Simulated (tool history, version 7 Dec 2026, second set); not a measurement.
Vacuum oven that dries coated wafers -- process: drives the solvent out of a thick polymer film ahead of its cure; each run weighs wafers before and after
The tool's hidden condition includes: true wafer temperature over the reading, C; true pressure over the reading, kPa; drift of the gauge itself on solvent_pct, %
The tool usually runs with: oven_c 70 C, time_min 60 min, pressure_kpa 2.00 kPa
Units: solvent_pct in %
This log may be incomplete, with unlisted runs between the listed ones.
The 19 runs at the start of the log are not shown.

run	hour	oven_c	time_min	pressure_kpa	hours of work since the thermocouples were calibrated	hours of work since the vacuum gauge was cleaned of residue	solvent_pct
20	196.3	70	39	2.00	282	207	3.24
21	208.9	70	60	2.00	288	213	2.05
22	220.5	70	60	2.00	293	218	2.00
23	234.6	70	60	2.00	300	225	2.01
24	248.8	70	79	1.11	306	231	1.09
25	259.7	70	79	1.11	311	236	1.09
26	268.6	70	62	3.35	315	240	2.56
27	279.3	70	56	1.22	320	245	1.82
28	291.7	70	60	2.12	326	251	2.09
29	305.7	70	32	2.12	332	257	3.93
30	316.1	70	38	5.62	337	262	4.76
31	326.0	64	74	3.01	341	266	3.10
32	339.3	64	66	2.09	347	273	2.84
33	345.5	70	60	1.56	350	275	1.83

What will run 34 give?
34	356.3	70	47	1.56	355	280	?

solvent_pct: 2.48 %
Had the tool carried no hidden state, the very same run would have given solvent_pct 2.38 %.
